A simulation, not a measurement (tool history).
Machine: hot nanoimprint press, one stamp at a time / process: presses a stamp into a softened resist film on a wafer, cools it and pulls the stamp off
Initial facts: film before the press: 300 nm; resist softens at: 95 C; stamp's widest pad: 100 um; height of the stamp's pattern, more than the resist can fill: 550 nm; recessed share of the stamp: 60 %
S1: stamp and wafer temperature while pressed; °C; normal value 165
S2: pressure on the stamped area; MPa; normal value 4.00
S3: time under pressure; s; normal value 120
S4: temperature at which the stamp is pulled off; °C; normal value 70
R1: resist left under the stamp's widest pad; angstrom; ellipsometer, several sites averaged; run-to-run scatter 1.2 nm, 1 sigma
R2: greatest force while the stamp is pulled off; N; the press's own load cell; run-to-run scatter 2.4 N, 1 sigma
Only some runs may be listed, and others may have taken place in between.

| run | day | S1 | S2 | S3 | S4 | R1 | R2 |
|---|---|---|---|---|---|---|---|
| 1 | 0.000 | 165 | 4.00 | 120 | 70 | 1916 | 134 |
| 2 | 1.179 | 165 | 4.00 | 120 | 70 | 1925 | 137 |
|  | 1.788 | plate thermocouple calibrated |
| 3 | 2.096 | 165 | 4.00 | 78 | 70 | 2014 | 129 |
| 4 | 3.646 | 157 | 4.00 | 120 | 70 | 2392 | 135 |
| 5 | 4.850 | 158 | 4.00 | 120 | 70 | 2321 | 128 |
|  | 5.667 | stamp cleaned and given a new release coat |
| 6 | 6.358 | 158 | 4.00 | 120 | 70 | 2316 | 108 |
| 7 | 7.517 | 158 | 5.57 | 120 | 78 | 2068 | 97 |
| 8 | 9.167 | 158 | 5.57 | 120 | 78 | 2101 | 102 |
| 9 | 10.458 | 165 | 4.00 | 79 | 56 | 2038 | 136 |
| 10 | 11.396 | 169 | 2.68 | 79 | 58 | 2095 | 136 |
| 11 | 12.854 | 161 | 2.68 | 217 | 58 | 2156 | 140 |

Here are 4 independent what-if runs from the current tool condition. What would each one return?
| A | 13.975 | 164 | 2.68 | 131 | 58 | ? | ? |
| B | 13.975 | 165 | 5.94 | 148 | 68 | ? | ? |
| C | 13.975 | 175 | 3.44 | 153 | 70 | ? | ? |
| D | 13.975 | 165 | 4.00 | 80 | 70 | ? | ? |

| run | R1 | R2 |
|---|---|---|
| A | 2193 | 140 |
| B | 1442 | 123 |
| C | 1244 | 117 |
| D | 2056 | 122 |
The same runs, with their run-to-run variation unchanged, on a tool lacking any hidden condition would have given:
| run | R1 | R2 |
|---|---|---|
| A | 2141 | 126 |
| B | 1368 | 110 |
| C | 1196 | 105 |
| D | 1991 | 109 |
